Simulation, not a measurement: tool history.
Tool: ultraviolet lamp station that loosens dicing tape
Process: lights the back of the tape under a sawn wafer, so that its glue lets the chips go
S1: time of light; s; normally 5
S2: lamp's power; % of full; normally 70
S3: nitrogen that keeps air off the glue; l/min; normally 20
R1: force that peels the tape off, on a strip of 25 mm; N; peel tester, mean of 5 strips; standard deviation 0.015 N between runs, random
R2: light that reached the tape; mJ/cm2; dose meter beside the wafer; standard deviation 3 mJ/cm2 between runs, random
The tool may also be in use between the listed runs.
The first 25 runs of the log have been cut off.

run 26 hour=551.2 | S1=2 S2=66 S3=12 | R1=5.705 R2=127
run 27 hour=576.2 | S1=2 S2=64 S3=14 | R1=5.645 R2=119
run 28 hour=605.6 | S1=2 S2=64 S3=14 | R1=5.534 R2=121
run 29 hour=630.2 | S1=2 S2=64 S3=14 | R1=5.519 R2=116
run 30 hour=656.7 | S1=2 S2=64 S3=14 | R1=5.885 R2=119
run 31 hour=675.1 | S1=2 S2=93 S3=21 | R1=3.795 R2=165
-- hour=679.1 window cleaned of glue's vapour
run 32 hour=698.6 | S1=5 S2=67 S3=31 | R1=1.075 R2=332
run 33 hour=718.4 | S1=5 S2=63 S3=31 | R1=1.161 R2=309
run 34 hour=738.4 | S1=5 S2=88 S3=19 | R1=0.828 R2=429
run 35 hour=763.0 | S1=3 S2=88 S3=16 | R1=2.416 R2=255
run 36 hour=788.6 | S1=3 S2=67 S3=15 | R1=3.583 R2=195
run 37 hour=819.3 | S1=3 S2=67 S3=15 | R1=3.734 R2=192
-- hour=839.9 lamp changed
run 38 hour=844.1 | S1=4 S2=67 S3=22 | R1=1.394 R2=332
run 39 hour=875.2 | S1=8 S2=75 S3=34 | R1=0.146 R2=722
run 40 hour=890.6 | S1=5 S2=96 S3=12 | R1=0.604 R2=571
run 41 hour=913.4 | S1=2 S2=85 S3=22 | R1=2.923 R2=199
run 42 hour=928.6 | S1=8 S2=70 S3=20 | R1=0.266 R2=657
run 43 hour=948.6 | S1=4 S2=72 S3=10 | R1=2.207 R2=339

Here are 4 independent what-if runs from the current tool condition. What would each one return?
run A hour=965.8 | S1=4 S2=70 S3=20 | R1=? R2=?
run B hour=965.8 | S1=5 S2=99 S3=7 | R1=? R2=?
run C hour=965.8 | S1=4 S2=70 S3=20 | R1=? R2=?
run D hour=965.8 | S1=5 S2=65 S3=37 | R1=? R2=?

run=A R1=1.472 R2=323
run=B R1=0.995 R2=573
run=C R1=1.437 R2=324
run=D R1=0.679 R2=374
Stripped of hidden state, with their random variation kept, the same runs would have yielded:
run=A R1=1.234 R2=353
run=B R1=0.811 R2=627
run=C R1=1.204 R2=354
run=D R1=0.542 R2=409

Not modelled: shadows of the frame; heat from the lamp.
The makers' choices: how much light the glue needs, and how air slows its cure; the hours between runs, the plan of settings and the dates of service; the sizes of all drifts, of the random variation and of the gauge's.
